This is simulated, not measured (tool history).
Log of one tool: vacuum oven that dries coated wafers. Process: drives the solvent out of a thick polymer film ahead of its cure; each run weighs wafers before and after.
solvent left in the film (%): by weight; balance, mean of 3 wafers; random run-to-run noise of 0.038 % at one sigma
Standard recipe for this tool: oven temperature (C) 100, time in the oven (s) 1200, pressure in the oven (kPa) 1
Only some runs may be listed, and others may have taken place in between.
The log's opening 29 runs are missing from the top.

| run | day | oven temperature (C) | time in the oven (s) | pressure in the oven (kPa) | hours of work since the thermocouples were calibrated | hours of work since the vacuum gauge was cleaned of residue | solvent left in the film (%) |
|---|---|---|---|---|---|---|---|
| 30 | 13.721 | 107 | 1920 | 0.7 | 426 | 57 | 0.57 |
| 31 | 14.121 | 101 | 1200 | 1.38 | 431 | 62 | 2.53 |
| 32 | 14.688 | 96 | 1200 | 1 | 438 | 70 | 3.46 |
| 33 | 15.188 | 97 | 960 | 0.74 | 445 | 76 | 3.86 |
| 34 | 15.6 | 97 | 960 | 0.74 | 450 | 82 | 3.84 |
| 35 | 16.054 | 100 | 840 | 1.68 | 456 | 88 | 4.07 |
| 36 | 16.654 | 100 | 840 | 1.68 | 464 | 96 | 4.04 |
| 37 | 17.171 | 87 | 1200 | 3.63 | 471 | 103 | 7.39 |
| 38 | 17.5 | 106 | 1200 | 1 | 475 | 107 | 1.46 |
| 39 | 17.808 | 106 | 1200 | 1 | 480 | 111 | 1.5 |
| 40 | 18.383 | 104 | 900 | 2.91 | 487 | 119 | 3.52 |
| 41 | 18.875 | 100 | 1500 | 0.51 | 494 | 125 | 1.66 |
| 42 | 19.446 | 100 | 1500 | 0.51 | 501 | 133 | 1.66 |
| 43 | 19.904 | 106 | 900 | 1 | 507 | 139 | 2.25 |
| 44 | 20.521 | 106 | 900 | 1 | 515 | 147 | 2.24 |
| 45 | 20.833 | 106 | 900 | 1 | 519 | 151 | 2.16 |
| 46 | 21.292 | 105 | 720 | 0.57 | 526 | 157 | 2.84 |

Each row is a separate what-if for the run after 46, all from the same tool condition, not one after another. Results?
| A | 21.654 | 97 | 840 | 1 | 530 | 162 | ? |
| B | 21.654 | 105 | 720 | 0.98 | 530 | 162 | ? |
| C | 21.654 | 115 | 840 | 3.16 | 530 | 162 | ? |
| D | 21.654 | 111 | 1080 | 2.62 | 530 | 162 | ? |

| run | solvent left in the film (%) |
|---|---|
| A | 4.48 |
| B | 3.11 |
| C | 1.82 |
| D | 1.79 |
With the hidden condition removed and each run's random variation left untouched, the same runs would have given:
| run | solvent left in the film (%) |
|---|---|
| A | 4.59 |
| B | 3.21 |
| C | 1.87 |
| D | 1.84 |

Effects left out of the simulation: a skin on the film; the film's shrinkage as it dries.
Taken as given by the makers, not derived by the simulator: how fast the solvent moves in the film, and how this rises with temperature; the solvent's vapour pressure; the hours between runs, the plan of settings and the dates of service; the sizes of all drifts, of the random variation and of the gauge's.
